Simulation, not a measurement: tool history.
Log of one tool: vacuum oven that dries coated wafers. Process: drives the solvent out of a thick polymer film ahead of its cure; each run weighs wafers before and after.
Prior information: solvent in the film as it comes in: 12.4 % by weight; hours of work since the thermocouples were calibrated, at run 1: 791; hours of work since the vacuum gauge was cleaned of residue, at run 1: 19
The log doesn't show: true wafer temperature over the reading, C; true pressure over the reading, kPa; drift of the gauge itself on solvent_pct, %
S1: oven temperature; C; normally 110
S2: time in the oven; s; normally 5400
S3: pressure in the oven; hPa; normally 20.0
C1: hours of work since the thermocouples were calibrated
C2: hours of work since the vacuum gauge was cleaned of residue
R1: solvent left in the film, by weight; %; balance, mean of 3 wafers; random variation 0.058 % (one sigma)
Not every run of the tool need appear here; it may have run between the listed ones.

run	hour	S1	S2	S3	C1	C2	R1
1	0.0	110	5400	20.0	791	19	3.15
2	99.2	110	4620	20.0	862	91	3.45
3	181.5	110	5400	63.5	922	150	9.46
4	301.6	110	5400	20.0	1008	237	3.35
5	388.8	124	5400	20.0	1071	300	2.01
6	472.0	124	3240	20.0	1132	360	2.11
7	593.7	106	5400	20.0	1220	448	4.45
8	673.5	106	5400	20.0	1277	506	4.41
9	789.1	106	5400	20.0	1361	590	4.52
10	869.7	106	5400	20.0	1419	648	4.64
11	934.4	110	5400	38.7	1466	694	6.36
12	1012.9	110	5400	38.7	1522	751	6.39
13	1116.1	110	5400	38.7	1597	826	6.64
# hour 1123.7: oven's thermocouples calibrated
14	1178.0	113	5400	20.0	39	869	3.72
15	1302.4	116	5400	20.0	129	959	3.15
16	1401.1	102	5400	20.0	200	1030	6.26
17	1491.9	102	5400	20.0	266	1096	6.36
# hour 1540.8: oven's thermocouples calibrated, once more
18	1558.3	102	5400	20.0	13	1142	5.29
19	1634.5	110	5400	20.0	68	1197	3.75
# hour 1669.6: vacuum gauge cleaned of residue and calibrated
20	1747.8	102	5400	20.0	149	57	4.62
21	1868.0	110	5400	20.0	235	143	3.02
22	1987.1	110	5400	20.0	321	229	3.23
23	2081.3	110	3660	20.0	389	297	3.88
24	2194.3	104	5520	38.7	471	379	7.28
25	2271.5	104	5520	38.7	527	435	7.49
26	2337.7	104	5520	38.7	575	483	7.41
27	2439.5	122	4200	39.2	648	556	3.88
28	2558.3	116	5040	10.5	734	642	1.62
29	2620.6	100	8940	15.3	779	687	4.16
30	2690.0	110	5400	21.7	829	737	3.76
31	2784.3	110	5400	21.7	897	805	3.93
32	2863.2	114	4080	11.9	954	862	2.31
33	2944.7	114	4080	11.9	1013	921	2.58
34	3009.7	114	4080	11.9	1060	968	2.56
35	3081.4	114	4080	11.9	1112	1020	2.51
36	3177.5	101	4800	19.5	1181	1090	6.09
37	3267.4	96	5760	26.6	1246	1154	8.50
38	3323.2	96	5760	26.6	1287	1195	8.69
# hour 3366.4: vacuum gauge cleaned of residue and calibrated
39	3421.7	111	8760	20.0	1357	40	2.89
40	3520.7	111	8760	20.0	1428	111	2.95
41	3640.3	111	8760	20.0	1515	198	3.12
42	3712.3	111	8760	20.0	1567	250	3.05
43	3779.1	119	2940	50.5	1615	298	6.32
44	3838.6	110	5400	31.6	1658	341	5.41
# hour 3930.8: oven's thermocouples calibrated
45	3941.8	99	6360	20.0	8	414	5.20

For some of the steps in R1 from one run to the next: how much would appear even if the tool had no hidden state, given the settings, what came in and random variation, and how much remains for the hidden state plus any gauge scatter that the measured result and the result without hidden state don't share?
Run 2 -> 3: S2 4620 -> 5400, S3 20.0 -> 63.5. R1 +6.01 %: hidden state +0.32, all else +5.69.
Run 3 -> 4: S3 63.5 -> 20.0. R1 -6.11 %: hidden state -0.23, all else -5.88.
Run 15 -> 16: S1 116 -> 102. R1 +3.11 %: hidden state +0.81, all else +2.30.
Run 17 -> 18: oven's thermocouples calibrated, once more. R1 -1.07 %: hidden state -1.11, all else +0.04.
Run 38 -> 39: S1 96 -> 111, S2 5760 -> 8760, S3 26.6 -> 20.0, vacuum gauge cleaned of residue and calibrated. R1 -5.80 %: hidden state -1.32, all else -4.48.
